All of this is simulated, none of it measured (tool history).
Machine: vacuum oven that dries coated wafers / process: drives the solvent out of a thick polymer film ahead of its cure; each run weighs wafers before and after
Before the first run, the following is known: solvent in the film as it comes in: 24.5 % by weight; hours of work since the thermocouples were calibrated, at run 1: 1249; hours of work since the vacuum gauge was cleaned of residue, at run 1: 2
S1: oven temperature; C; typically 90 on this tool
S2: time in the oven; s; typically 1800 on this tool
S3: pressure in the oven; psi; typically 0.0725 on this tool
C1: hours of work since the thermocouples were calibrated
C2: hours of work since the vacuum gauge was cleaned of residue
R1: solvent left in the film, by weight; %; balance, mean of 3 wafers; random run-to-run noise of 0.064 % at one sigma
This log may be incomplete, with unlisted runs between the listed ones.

run,day,S1,S2,S3,C1,C2,R1
1,0.000,90,1800,0.0725,1249,2,5.23
2,0.288,90,1800,0.0725,1252,5,5.06
3,0.625,90,1800,0.0725,1256,9,4.98
4,0.975,90,1800,0.0725,1259,12,5.06
5,1.304,90,1800,0.0725,1262,16,4.93
6,1.821,90,1800,0.1466,1268,21,5.42
7,2.071,83,1800,0.0725,1270,23,8.54
8,2.321,90,1200,0.0725,1273,26,7.90
9,2.567,90,1200,0.2873,1275,29,8.71
10,2.971,90,1200,0.2873,1280,33,8.72
11,3.404,90,1200,0.2873,1284,37,8.59
12,3.842,90,1200,0.2873,1289,42,8.72
13,4.250,90,1800,0.0471,1293,46,4.96
14,4.696,90,1800,0.0471,1297,50,4.93
15,5.246,90,1800,0.0471,1303,56,4.86
16,5.583,90,1800,0.0471,1306,60,4.84
17,5.892,90,1800,0.0471,1310,63,4.91
18,6.167,90,1800,0.0471,1312,66,5.00
19,6.725,90,1800,0.0471,1318,71,4.86
20,7.083,90,1800,0.0471,1322,75,4.92
21,7.321,90,1800,0.0471,1324,77,4.87
22,7.567,100,1800,0.0801,1327,80,1.49
23,7.817,100,1800,0.0801,1329,82,1.53
24,8.142,87,1620,0.0399,1333,86,6.91
25,8.396,87,2280,0.0962,1335,88,4.91
26,8.883,99,960,0.0725,1340,93,5.13
27,9.408,95,1200,0.0725,1346,99,5.57
28,9.742,90,1320,0.1833,1349,102,7.65
29,10.088,89,2580,0.0719,1353,106,3.26
30,10.392,90,2520,0.0531,1356,109,2.88
31,10.642,92,2880,0.0531,1358,111,1.64
32,10.908,88,2520,0.0561,1361,114,3.65
33,11.379,88,2520,0.0561,1366,119,3.56

Below, some changes in R1 between adjacent runs. For each, the amount present without the hidden state too (settings, incoming material, random variation) and the amount remaining for the hidden state with gauge scatter not shared by both compared results:
Hidden state at play: true wafer temperature over the reading, C; true pressure over the reading, kPa; drift of the gauge itself on solvent_pct, %.
Run 12 -> 13: S2 1200 -> 1800, S3 0.2873 -> 0.0471. R1 -3.76 %: hidden state +0.05, all else -3.81.
Run 21 -> 22: S1 90 -> 100, S3 0.0471 -> 0.0801. R1 -3.38 %: hidden state +0.50, all else -3.88.
Run 23 -> 24: S1 100 -> 87, S2 1800 -> 1620, S3 0.0801 -> 0.0399. R1 +5.38 %: hidden state -0.57, all else +5.95.
Run 28 -> 29: S1 90 -> 89, S2 1320 -> 2580, S3 0.1833 -> 0.0719. R1 -4.39 %: hidden state +0.22, all else -4.61.
Run 31 -> 32: S1 92 -> 88, S2 2880 -> 2520, S3 0.0531 -> 0.0561. R1 +2.01 %: hidden state -0.37, all else +2.38.
